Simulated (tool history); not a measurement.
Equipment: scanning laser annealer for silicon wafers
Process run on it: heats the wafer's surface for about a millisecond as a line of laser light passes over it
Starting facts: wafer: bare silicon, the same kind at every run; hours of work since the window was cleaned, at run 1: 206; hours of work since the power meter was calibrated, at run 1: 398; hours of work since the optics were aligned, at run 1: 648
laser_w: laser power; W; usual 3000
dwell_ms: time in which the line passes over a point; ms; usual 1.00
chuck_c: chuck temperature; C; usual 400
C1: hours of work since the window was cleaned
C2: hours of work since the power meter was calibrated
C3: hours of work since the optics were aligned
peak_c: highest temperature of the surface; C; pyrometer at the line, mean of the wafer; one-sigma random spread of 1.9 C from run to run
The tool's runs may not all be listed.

Run 1, day 0.000: usual settings; C1 206; C2 398; C3 648. Result: peak_c 1201 C.
Run 2, day 0.512: usual settings but chuck_c 399 C; C1 211; C2 403; C3 654. Result: peak_c 1202 C.
Run 3, day 1.525: usual settings; C1 222; C2 415; C3 665. Result: peak_c 1203 C.
Run 4, day 2.396: usual settings; C1 232; C2 424; C3 675. Result: peak_c 1200 C.
Run 5, day 3.208: usual settings; C1 241; C2 433; C3 684. Result: peak_c 1198 C.
Run 6, day 4.262: usual settings but chuck_c 362 C; C1 253; C2 445; C3 695. Result: peak_c 1164 C.
Run 7, day 4.871: usual settings but dwell_ms 1.15 ms; C1 259; C2 452; C3 702. Result: peak_c 1263 C.
Run 8, day 5.925: usual settings but laser_w 2769 W; C1 271; C2 463; C3 714. Result: peak_c 1122 C.
Run 9, day 6.492: usual settings; C1 277; C2 469; C3 720. Result: peak_c 1196 C.
Run 10, day 7.112: usual settings; C1 284; C2 476; C3 727. Result: peak_c 1195 C.
Run 11, day 7.608: usual settings but chuck_c 424 C; C1 290; C2 482; C3 732. Result: peak_c 1225 C.
Run 12, day 8.496: usual settings but dwell_ms 0.95 ms; C1 299; C2 492; C3 742. Result: peak_c 1171 C.
Run 13, day 9.004: usual settings but dwell_ms 0.79 ms, chuck_c 381 C; C1 305; C2 497; C3 748. Result: peak_c 1078 C.
Run 14, day 9.462: usual settings but laser_w 3265 W, dwell_ms 0.85 ms, chuck_c 371 C; C1 310; C2 502; C3 753. Result: peak_c 1180 C.
Run 15, day 9.954: usual settings but dwell_ms 1.17 ms, chuck_c 434 C; C1 315; C2 508; C3 758. Result: peak_c 1302 C.
Run 16, day 10.858: usual settings but dwell_ms 1.17 ms, chuck_c 434 C; C1 325; C2 518; C3 768. Result: peak_c 1303 C.
Run 17, day 11.350: usual settings but laser_w 2658 W, dwell_ms 1.17 ms, chuck_c 434 C; C1 331; C2 523; C3 774. Result: peak_c 1181 C.
Run 18, day 11.821: usual settings but laser_w 2612 W, chuck_c 417 C; C1 336; C2 528; C3 779. Result: peak_c 1084 C.
Run 19, day 12.354: usual settings but laser_w 2893 W, dwell_ms 1.07 ms, chuck_c 407 C; C1 342; C2 534; C3 785. Result: peak_c 1194 C.
Run 20, day 13.150: usual settings but dwell_ms 1.16 ms; C1 351; C2 543; C3 793. Result: peak_c 1262 C.

Predict each of these 4 candidate next runs independently; none follows another, all start after run 20:
Run A, day 13.712: usual settings but laser_w 3216 W, dwell_ms 1.12 ms, chuck_c 396 C; C1 357; C2 549; C3 800. Result: peak_c ?.
Run B, day 13.712: usual settings but dwell_ms 1.05 ms, chuck_c 396 C; C1 357; C2 549; C3 800. Result: peak_c ?.
Run C, day 13.712: usual settings but laser_w 2717 W, dwell_ms 1.15 ms; C1 357; C2 549; C3 800. Result: peak_c ?.
Run D, day 13.712: usual settings but laser_w 2743 W, dwell_ms 1.16 ms, chuck_c 391 C; C1 357; C2 549; C3 800. Result: peak_c ?.

run  peak_c
  A    1320
  B    1212
  C    1156
  D    1157
Had the tool no hidden state, the same runs would have come out as:
run  peak_c
  A    1356
  B    1244
  C    1186
  D    1187
